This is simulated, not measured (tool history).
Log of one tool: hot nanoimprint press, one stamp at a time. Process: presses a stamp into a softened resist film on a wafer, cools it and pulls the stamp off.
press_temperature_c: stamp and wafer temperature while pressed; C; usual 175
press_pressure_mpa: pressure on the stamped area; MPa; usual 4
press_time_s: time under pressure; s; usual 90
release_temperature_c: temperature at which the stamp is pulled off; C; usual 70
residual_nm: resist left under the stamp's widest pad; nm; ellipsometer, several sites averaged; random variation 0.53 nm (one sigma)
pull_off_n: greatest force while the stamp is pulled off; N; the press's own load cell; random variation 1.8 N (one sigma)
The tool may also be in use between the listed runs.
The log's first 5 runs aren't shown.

run    hour  press_temperature_c  press_pressure_mpa  press_time_s  release_temperature_c  residual_nm  pull_off_n
  6   365.5                  175                3.01           105                     70        219.2         162
  7     423                  175                   4            90                     70        204.6         171
      466.2  -- stamp cleaned and given a new release coat
  8   489.2                  175                   4            90                     70        203.9         149
  9   561.7                  175                3.98            90                     70        203.2         164
 10   612.5                  175                4.81            90                     70        187.8         164
 11     673                  175                4.81            90                     70        186.2         176
      705.4  -- stamp cleaned and given a new release coat
 12   733.2                  175                   4            90                     70        201.8         149
 13   781.7                  175                   4            90                     70          202         155
 14   855.5                  175                   4            90                     70        200.9         164
      940.6  -- stamp cleaned and given a new release coat
 15   953.5                  175                   4            90                     70        200.4         147
      966.2  -- press's hydraulic seals changed and the load cell set to zero
 16  1021.9                  175                   4            90                     70        198.2         157
 17  1116.9                  175                   4            90                     70        197.7         166
     1187.5  -- stamp cleaned and given a new release coat
 18  1193.5                  175                   4            90                     70        197.7         144

Run 19 comes next. What will it give?
 19  1278                  170                3.04           147                     70            ?           ?

Run 19 gave residual_nm 212.9 nm, pull_off_n 156 N.
Without the tool's hidden state the same run would have given residual_nm 222.4 nm, pull_off_n 149 N.
